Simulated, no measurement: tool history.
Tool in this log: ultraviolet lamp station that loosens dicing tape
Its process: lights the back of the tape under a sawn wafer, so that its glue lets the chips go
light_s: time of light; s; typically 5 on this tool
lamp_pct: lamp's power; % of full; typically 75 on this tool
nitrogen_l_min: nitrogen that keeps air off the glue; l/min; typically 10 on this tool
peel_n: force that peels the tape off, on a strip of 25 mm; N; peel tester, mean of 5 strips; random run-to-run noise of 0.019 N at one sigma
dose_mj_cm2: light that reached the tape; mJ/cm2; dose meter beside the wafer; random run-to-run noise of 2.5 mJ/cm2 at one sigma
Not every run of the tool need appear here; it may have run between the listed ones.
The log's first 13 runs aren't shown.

run,hour,light_s,lamp_pct,nitrogen_l_min,hours of work of the lamp,hours of work since the window was cleaned,peel_n,dose_mj_cm2
14,878.6,5,75,17,257,102,0.987,252
15,937.3,5,75,17,285,131,1.006,239
16,988.3,5,75,17,310,156,1.064,237
17,1039.5,5,75,10,335,181,1.567,233
18,1086.3,5,75,10,358,204,1.546,223
19,1128.8,5,75,10,379,225,1.616,218
20,1168.1,5,75,3,398,244,3.211,218
21,1255.0,5,75,3,441,287,3.282,206
# hour 1313.2: window cleaned of glue's vapour
22,1333.5,3,84,3,479,10,4.435,144
23,1387.8,3,84,3,506,37,4.586,141
24,1458.2,4,95,13,540,71,1.483,204
25,1509.2,4,95,13,565,96,1.642,202
26,1561.4,5,75,11,591,122,1.956,195
27,1639.8,5,75,11,629,160,1.960,180
28,1690.3,6,81,11,654,185,1.413,227
29,1742.7,3,64,6,680,210,5.149,86
# hour 1790.9: lamp changed
30,1840.3,3,64,6,24,258,3.669,139
31,1902.0,3,64,6,54,288,3.788,138
# hour 1960.1: window cleaned of glue's vapour
32,1962.9,3,76,10,84,1,2.393,169
33,2047.5,3,76,10,125,43,2.421,169
34,2090.2,3,75,6,146,64,3.198,160
35,2155.0,5,68,10,178,95,1.421,239

What if the next run were any one of these 4? Each begins from the tool's condition after run 35:
A,2223.5,5,68,12,212,129,?,?
B,2223.5,5,68,5,212,129,?,?
C,2223.5,5,68,6,212,129,?,?
D,2223.5,6,76,4,212,129,?,?

run,peel_n,dose_mj_cm2
A,1.359,231
B,2.287,229
C,2.007,230
D,1.720,307
Without the tool's unlogged condition, the same runs would have read:
run,peel_n,dose_mj_cm2
A,0.975,274
B,1.775,272
C,1.535,273
D,1.274,365
